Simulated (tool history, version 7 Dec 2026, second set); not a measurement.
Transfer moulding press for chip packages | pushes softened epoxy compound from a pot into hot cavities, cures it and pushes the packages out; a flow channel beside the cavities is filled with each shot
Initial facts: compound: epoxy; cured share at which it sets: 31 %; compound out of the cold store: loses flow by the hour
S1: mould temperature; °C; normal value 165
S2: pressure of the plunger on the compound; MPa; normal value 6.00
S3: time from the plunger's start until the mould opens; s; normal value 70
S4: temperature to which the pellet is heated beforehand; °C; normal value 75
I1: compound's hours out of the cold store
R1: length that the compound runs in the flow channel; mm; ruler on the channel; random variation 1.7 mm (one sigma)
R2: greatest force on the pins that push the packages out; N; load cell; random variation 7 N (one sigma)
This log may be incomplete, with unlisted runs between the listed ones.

Run 1, hour 0.0: usual settings; I1 16.3. Result: R1 563 mm, R2 319 N.
Run 2, hour 8.8: usual settings but S2 4.76 MPa; I1 35.8. Result: R1 467 mm, R2 342 N.
Run 3, hour 18.7: usual settings but S2 7.19 MPa; I1 27.4. Result: R1 590 mm, R2 405 N.
Run 4, hour 27.1: usual settings but S2 7.19 MPa; I1 33.4. Result: R1 577 mm, R2 415 N.
At hour 34.0: cavities cleaned with cleaning compound and waxed.
Run 5, hour 38.2: usual settings; I1 20.5. Result: R1 549 mm, R2 534 N.
Run 6, hour 49.6: usual settings; I1 31.2. Result: R1 528 mm, R2 544 N.
Run 7, hour 58.9: usual settings but S3 84 s; I1 17.4. Result: R1 555 mm, R2 480 N.
Run 8, hour 68.1: usual settings but S3 84 s; I1 43.9. Result: R1 504 mm, R2 502 N.
At hour 70.6: cavities cleaned with cleaning compound and waxed.
Run 9, hour 79.7: usual settings but S3 84 s; I1 47.1. Result: R1 494 mm, R2 325 N.
At hour 82.8: plunger's sealing rings changed.
Run 10, hour 93.3: usual settings but S2 4.96 MPa, S3 62 s, S4 69 °C; I1 35.5. Result: R1 492 mm, R2 430 N.
Run 11, hour 100.7: usual settings but S1 168 °C, S2 7.06 MPa, S3 69 s, S4 66 °C; I1 9.3. Result: R1 633 mm, R2 395 N.
At hour 109.4: cavities cleaned with cleaning compound and waxed.
At hour 111.6: cavities cleaned with cleaning compound and waxed, once more.
Run 12, hour 119.0: usual settings but S1 168 °C, S2 7.06 MPa, S3 69 s, S4 66 °C; I1 44.8. Result: R1 553 mm, R2 318 N.
Run 13, hour 126.1: usual settings but S2 5.35 MPa, S4 71 °C; I1 41.9. Result: R1 492 mm, R2 364 N.
Run 14, hour 137.2: usual settings but S2 6.07 MPa, S4 68 °C; I1 14.0. Result: R1 581 mm, R2 419 N.
At hour 147.9: cavities cleaned with cleaning compound and waxed.
Run 15, hour 154.2: usual settings but S1 158 °C, S2 4.78 MPa, S4 79 °C; I1 19.8. Result: R1 519 mm, R2 462 N.

Alternative continuations, all from the tool just after run 15; predict every row:
Run A, hour 162.5: usual settings but S1 158 °C, S2 5.95 MPa, S4 65 °C; I1 22.2. Result: R1 ?, R2 ?.
Run B, hour 162.5: usual settings but S1 158 °C, S2 4.78 MPa, S3 62 s, S4 71 °C; I1 42.2. Result: R1 ?, R2 ?.
Run C, hour 162.5: usual settings but S3 63 s; I1 42.0. Result: R1 ?, R2 ?.
Run D, hour 162.5: usual settings but S1 159 °C, S4 68 °C; I1 20.0. Result: R1 ?, R2 ?.
Run E, hour 162.5: usual settings but S2 6.58 MPa, S4 82 °C; I1 13.5. Result: R1 ?, R2 ?.

run   R1   R2
  A  575  515
  B  478  621
  C  518  394
  D  582  482
  E  603  368
With the hidden condition removed and each run's random variation left untouched, the same runs would have given:
run   R1   R2
  A  586  401
  B  486  481
  C  527  305
  D  592  373
  E  613  288

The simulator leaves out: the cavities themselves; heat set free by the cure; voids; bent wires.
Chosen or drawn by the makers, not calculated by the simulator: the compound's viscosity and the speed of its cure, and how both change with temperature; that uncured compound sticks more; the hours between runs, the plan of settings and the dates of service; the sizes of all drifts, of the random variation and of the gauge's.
